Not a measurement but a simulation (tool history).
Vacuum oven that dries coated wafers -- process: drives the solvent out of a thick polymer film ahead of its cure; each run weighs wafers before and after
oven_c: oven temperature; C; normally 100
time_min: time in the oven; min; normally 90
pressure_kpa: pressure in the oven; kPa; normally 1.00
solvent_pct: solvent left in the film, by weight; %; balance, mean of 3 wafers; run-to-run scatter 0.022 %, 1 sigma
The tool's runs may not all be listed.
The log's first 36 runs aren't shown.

| run | day | oven_c | time_min | pressure_kpa | hours of work since the thermocouples were calibrated | hours of work since the vacuum gauge was cleaned of residue | solvent_pct |
|---|---|---|---|---|---|---|---|
| 37 | 55.121 | 92 | 90 | 2.27 | 966 | 125 | 7.13 |
| 38 | 56.608 | 89 | 147 | 1.86 | 983 | 142 | 5.81 |
| 39 | 58.079 | 100 | 56 | 1.05 | 1000 | 159 | 4.10 |
| 40 | 59.346 | 107 | 123 | 2.24 | 1014 | 173 | 2.94 |
| 41 | 60.679 | 107 | 123 | 2.24 | 1029 | 188 | 2.98 |
| 42 | 62.271 | 91 | 131 | 2.24 | 1047 | 206 | 6.29 |
| 43 | 63.725 | 91 | 131 | 2.24 | 1064 | 223 | 6.30 |
| 44 | 65.383 | 89 | 87 | 0.83 | 1082 | 242 | 5.50 |
| 45 | 66.392 | 113 | 49 | 3.09 | 1094 | 253 | 3.71 |
| 46 | 67.496 | 113 | 49 | 3.09 | 1106 | 265 | 3.74 |
| 47 | 69.004 | 113 | 49 | 0.62 | 1123 | 283 | 1.24 |

Predict each of these 4 candidate next runs independently; none follows another, all start after run 47:
| A | 70.888 | 113 | 96 | 0.62 | 1145 | 304 | ? |
| B | 70.888 | 113 | 79 | 2.04 | 1145 | 304 | ? |
| C | 70.888 | 86 | 107 | 0.74 | 1145 | 304 | ? |
| D | 70.888 | 113 | 49 | 3.90 | 1145 | 304 | ? |

| run | solvent_pct |
|---|---|
| A | 0.67 |
| B | 2.24 |
| C | 5.49 |
| D | 4.54 |
With no hidden state in the tool, these same runs would have given:
| run | solvent_pct |
|---|---|
| A | 0.67 |
| B | 2.24 |
| C | 5.50 |
| D | 4.54 |
